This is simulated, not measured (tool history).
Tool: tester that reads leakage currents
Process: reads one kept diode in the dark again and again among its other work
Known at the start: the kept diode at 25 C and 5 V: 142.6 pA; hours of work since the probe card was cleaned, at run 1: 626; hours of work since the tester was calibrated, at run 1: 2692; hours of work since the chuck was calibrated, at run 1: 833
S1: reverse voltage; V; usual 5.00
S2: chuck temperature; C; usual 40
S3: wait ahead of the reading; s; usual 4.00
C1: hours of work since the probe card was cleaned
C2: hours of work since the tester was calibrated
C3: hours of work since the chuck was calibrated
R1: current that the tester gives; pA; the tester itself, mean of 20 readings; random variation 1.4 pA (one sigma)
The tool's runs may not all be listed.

Run 1, hour 0.0: usual settings; C1 626; C2 2692; C3 833. Result: R1 531.11 pA.
Run 2, hour 83.0: usual settings; C1 679; C2 2745; C3 886. Result: R1 538.12 pA.
Run 3, hour 133.8: usual settings; C1 711; C2 2778; C3 918. Result: R1 537.62 pA.
Run 4, hour 183.4: usual settings but S3 0.57 s; C1 743; C2 2810; C3 950. Result: R1 544.41 pA.
Run 5, hour 282.1: usual settings but S3 0.57 s; C1 807; C2 2873; C3 1014. Result: R1 545.74 pA.
Run 6, hour 366.5: usual settings but S3 0.57 s; C1 861; C2 2927; C3 1068. Result: R1 548.53 pA.
Run 7, hour 438.8: usual settings but S2 59 C; C1 907; C2 2973; C3 1114. Result: R1 2169.24 pA.
Run 8, hour 526.2: usual settings but S2 59 C; C1 963; C2 3029; C3 1170. Result: R1 2173.72 pA.
At hour 558.1: chuck's temperature calibrated.
Run 9, hour 586.3: usual settings but S2 55 C; C1 1000; C2 3067; C3 18. Result: R1 1446.65 pA.
Run 10, hour 660.9: usual settings but S2 55 C; C1 1048; C2 3115; C3 66. Result: R1 1473.07 pA.
Run 11, hour 745.4: usual settings but S2 55 C; C1 1102; C2 3169; C3 120. Result: R1 1466.18 pA.
Run 12, hour 796.7: usual settings but S1 7.65 V; C1 1135; C2 3202; C3 153. Result: R1 572.51 pA.
Run 13, hour 843.4: usual settings; C1 1165; C2 3232; C3 183. Result: R1 491.24 pA.
Run 14, hour 895.5: usual settings; C1 1199; C2 3265; C3 216. Result: R1 492.77 pA.
Run 15, hour 999.9: usual settings; C1 1266; C2 3332; C3 283. Result: R1 495.28 pA.
Run 16, hour 1084.2: usual settings but S3 0.65 s; C1 1320; C2 3386; C3 337. Result: R1 503.01 pA.
At hour 1095.7: tester calibrated.
Run 17, hour 1188.6: usual settings but S3 0.65 s; C1 1385; C2 60; C3 403. Result: R1 505.29 pA.
Run 18, hour 1249.9: usual settings but S3 0.65 s; C1 1425; C2 99; C3 442. Result: R1 506.55 pA.
Run 19, hour 1334.7: usual settings but S1 4.67 V; C1 1479; C2 153; C3 497. Result: R1 496.75 pA.
Run 20, hour 1381.3: usual settings but S1 2.20 V, S2 46 C, S3 6.36 s; C1 1509; C2 183; C3 527. Result: R1 590.60 pA.
At hour 1434.4: tester calibrated, once more.
Run 21, hour 1434.4: usual settings but S1 2.20 V, S2 46 C, S3 6.36 s; C1 1542; C2 0; C3 559. Result: R1 604.20 pA.
Run 22, hour 1478.1: usual settings but S1 2.20 V, S2 46 C, S3 6.36 s; C1 1570; C2 28; C3 587. Result: R1 609.21 pA.
Run 23, hour 1582.3: usual settings but S1 2.82 V, S2 26 C, S3 8.78 s; C1 1637; C2 95; C3 654. Result: R1 139.29 pA.
Run 24, hour 1626.7: usual settings but S1 2.82 V, S2 26 C, S3 8.78 s; C1 1665; C2 123; C3 683. Result: R1 139.38 pA.
Run 25, hour 1693.1: usual settings but S1 16.65 V, S2 54 C, S3 0.90 s; C1 1708; C2 166; C3 725. Result: R1 2336.48 pA.
Run 26, hour 1741.4: usual settings but S1 1.09 V, S3 2.87 s; C1 1739; C2 197; C3 756. Result: R1 303.91 pA.
Run 27, hour 1826.2: usual settings but S1 1.09 V, S3 2.87 s; C1 1793; C2 251; C3 811. Result: R1 305.95 pA.
Run 28, hour 1879.0: usual settings but S1 15.87 V; C1 1827; C2 285; C3 845. Result: R1 830.41 pA.
Run 29, hour 1964.2: usual settings but S1 12.30 V, S2 59 C, S3 5.50 s; C1 1882; C2 340; C3 899. Result: R1 2995.55 pA.
Run 30, hour 2016.4: usual settings but S1 3.38 V, S2 32 C, S3 0.92 s; C1 1915; C2 373; C3 933. Result: R1 252.97 pA.
Run 31, hour 2110.9: usual settings but S1 7.69 V, S2 54 C, S3 7.88 s; C1 1976; C2 434; C3 993. Result: R1 1802.38 pA.
Run 32, hour 2217.0: usual settings but S1 7.69 V, S2 54 C, S3 7.88 s; C1 2044; C2 502; C3 1061. Result: R1 1827.03 pA.
Run 33, hour 2296.5: usual settings but S1 2.36 V, S2 54 C, S3 1.06 s; C1 2095; C2 553; C3 1112. Result: R1 1182.21 pA.
Run 34, hour 2362.7: usual settings but S1 2.36 V, S2 54 C, S3 1.06 s; C1 2137; C2 595; C3 1155. Result: R1 1187.83 pA.
Run 35, hour 2407.6: usual settings but S1 2.36 V, S2 54 C, S3 1.06 s; C1 2166; C2 624; C3 1184. Result: R1 1184.14 pA.

Forecast each of these 4 alternatives for the next run:
At hour 2417.7: chuck's temperature calibrated.
Run A, hour 2464.8: usual settings but S2 46 C, S3 1.43 s; C1 2201; C2 660; C3 30. Result: R1 ?.
At hour 2417.7: chuck's temperature calibrated.
Run B, hour 2464.8: usual settings but S1 2.36 V, S2 22 C, S3 1.06 s; C1 2201; C2 660; C3 30. Result: R1 ?.
At hour 2417.7: chuck's temperature calibrated.
Run C, hour 2464.8: usual settings but S2 56 C; C1 2201; C2 660; C3 30. Result: R1 ?.
At hour 2417.7: chuck's temperature calibrated.
Run D, hour 2464.8: usual settings but S1 1.06 V; C1 2201; C2 660; C3 30. Result: R1 ?.

run       R1
  A   758.41
  B    83.97
  C  1563.32
  D   272.53
Without the tool's hidden state the same runs would have given:
run       R1
  A   757.56
  B    83.59
  C  1562.59
  D   272.28

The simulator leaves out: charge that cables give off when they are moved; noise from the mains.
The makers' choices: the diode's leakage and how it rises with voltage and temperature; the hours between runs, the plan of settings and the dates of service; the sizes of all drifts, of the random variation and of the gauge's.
